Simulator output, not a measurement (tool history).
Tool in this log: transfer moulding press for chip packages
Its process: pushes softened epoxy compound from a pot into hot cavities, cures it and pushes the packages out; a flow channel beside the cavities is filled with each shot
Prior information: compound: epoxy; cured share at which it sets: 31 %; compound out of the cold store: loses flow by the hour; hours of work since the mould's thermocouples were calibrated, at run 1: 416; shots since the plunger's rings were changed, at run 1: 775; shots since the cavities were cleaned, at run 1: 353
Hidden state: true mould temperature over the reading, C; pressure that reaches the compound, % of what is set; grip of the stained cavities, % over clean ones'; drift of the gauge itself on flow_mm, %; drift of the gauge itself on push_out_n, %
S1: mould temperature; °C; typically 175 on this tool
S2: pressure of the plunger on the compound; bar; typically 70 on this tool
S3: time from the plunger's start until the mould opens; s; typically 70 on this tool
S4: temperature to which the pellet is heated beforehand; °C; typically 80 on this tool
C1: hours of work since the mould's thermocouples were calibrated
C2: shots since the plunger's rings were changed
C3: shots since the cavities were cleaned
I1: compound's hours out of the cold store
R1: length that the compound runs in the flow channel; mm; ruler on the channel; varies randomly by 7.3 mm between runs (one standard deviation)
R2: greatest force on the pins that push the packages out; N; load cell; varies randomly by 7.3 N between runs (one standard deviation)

run 1 hour=0 | S1=175 S2=70 S3=70 S4=80 | C1=416 C2=775 C3=353 | I1=29.6 | R1=786 R2=463
-- hour=12.4 mould's thermocouples calibrated
run 2 hour=12.7 | S1=175 S2=70 S3=70 S4=80 | C1=0 C2=933 C3=511 | I1=25.5 | R1=790 R2=464
-- hour=18.8 cavities cleaned with cleaning compound and waxed
run 3 hour=22.1 | S1=175 S2=70 S3=70 S4=80 | C1=6 C2=1051 C3=49 | I1=25.4 | R1=785 R2=328
run 4 hour=36.7 | S1=175 S2=70 S3=70 S4=80 | C1=16 C2=1268 C3=266 | I1=13.8 | R1=809 R2=389
run 5 hour=46.5 | S1=175 S2=70 S3=70 S4=80 | C1=22 C2=1413 C3=411 | I1=9.4 | R1=821 R2=448
run 6 hour=55.4 | S1=175 S2=58.3 S3=70 S4=80 | C1=29 C2=1544 C3=542 | I1=25.3 | R1=714 R2=488
-- hour=59.3 cavities cleaned with cleaning compound and waxed
run 7 hour=64.4 | S1=175 S2=58.3 S3=70 S4=80 | C1=34 C2=1657 C3=77 | I1=47.9 | R1=679 R2=327
run 8 hour=71.8 | S1=175 S2=58.3 S3=70 S4=80 | C1=39 C2=1766 C3=186 | I1=22.5 | R1=723 R2=380
run 9 hour=83.8 | S1=178 S2=70 S3=70 S4=80 | C1=47 C2=1944 C3=364 | I1=18.4 | R1=778 R2=397
-- hour=98.9 cavities cleaned with cleaning compound and waxed
run 10 hour=99.7 | S1=178 S2=70 S3=70 S4=80 | C1=57 C2=2158 C3=12 | I1=23.1 | R1=780 R2=281
run 11 hour=113.4 | S1=178 S2=70 S3=70 S4=80 | C1=66 C2=2362 C3=216 | I1=29.9 | R1=755 R2=359
run 12 hour=122 | S1=178 S2=70 S3=70 S4=80 | C1=72 C2=2488 C3=342 | I1=23.6 | R1=778 R2=393
run 13 hour=136.7 | S1=176 S2=70 S3=70 S4=80 | C1=82 C2=2707 C3=561 | I1=11 | R1=790 R2=454
-- hour=139.4 cavities cleaned with cleaning compound and waxed
run 14 hour=153.3 | S1=175 S2=55.8 S3=71 S4=78 | C1=93 C2=2931 C3=206 | I1=38.6 | R1=660 R2=378
run 15 hour=165.6 | S1=175 S2=71.3 S3=52 S4=72 | C1=101 C2=3113 C3=388 | I1=37.5 | R1=747 R2=852
-- hour=178.9 cavities cleaned with cleaning compound and waxed
run 16 hour=181.1 | S1=171 S2=73.8 S3=70 S4=80 | C1=111 C2=3321 C3=33 | I1=14.9 | R1=821 R2=401
run 17 hour=189.3 | S1=175 S2=63.7 S3=68 S4=70 | C1=117 C2=3443 C3=155 | I1=14.4 | R1=747 R2=385
run 18 hour=204.1 | S1=175 S2=63.7 S3=58 S4=70 | C1=127 C2=3663 C3=375 | I1=17.9 | R1=746 R2=637
run 19 hour=213.2 | S1=171 S2=70 S3=70 S4=80 | C1=133 C2=3798 C3=510 | I1=10.2 | R1=788 R2=576
-- hour=219.1 cavities cleaned with cleaning compound and waxed
run 20 hour=231.2 | S1=177 S2=70 S3=70 S4=80 | C1=144 C2=4042 C3=179 | I1=37.2 | R1=736 R2=353
run 21 hour=241.8 | S1=177 S2=70 S3=70 S4=80 | C1=152 C2=4200 C3=337 | I1=44.7 | R1=706 R2=395
run 22 hour=256 | S1=171 S2=67.9 S3=76 S4=80 | C1=161 C2=4410 C3=547 | I1=47.9 | R1=704 R2=511
-- hour=258.9 cavities cleaned with cleaning compound and waxed
run 23 hour=265.3 | S1=175 S2=56.5 S3=57 S4=80 | C1=167 C2=4526 C3=95 | I1=18.5 | R1=673 R2=516
run 24 hour=276.6 | S1=179 S2=79.6 S3=77 S4=80 | C1=174 C2=4694 C3=263 | I1=37.5 | R1=751 R2=337

Predict each of these 5 candidate next runs independently; none follows another, all start after run 24:
run A hour=288.2 | S1=175 S2=70 S3=101 S4=80 | C1=182 C2=4866 C3=435 | I1=22 | R1=? R2=?
run B hour=288.2 | S1=179 S2=79.6 S3=82 S4=80 | C1=182 C2=4866 C3=435 | I1=35.7 | R1=? R2=?
run C hour=288.2 | S1=179 S2=79.6 S3=101 S4=80 | C1=182 C2=4866 C3=435 | I1=37.9 | R1=? R2=?
run D hour=288.2 | S1=179 S2=68.1 S3=77 S4=80 | C1=182 C2=4866 C3=435 | I1=32.5 | R1=? R2=?
run E hour=288.2 | S1=177 S2=86.2 S3=106 S4=80 | C1=182 C2=4866 C3=435 | I1=24.9 | R1=? R2=?

run=A R1=744 R2=383
run=B R1=752 R2=392
run=C R1=738 R2=380
run=D R1=707 R2=379
run=E R1=815 R2=381
Without the tool's hidden state the same runs would have given:
run=A R1=821 R2=257
run=B R1=829 R2=266
run=C R1=814 R2=253
run=D R1=779 R2=253
run=E R1=898 R2=255
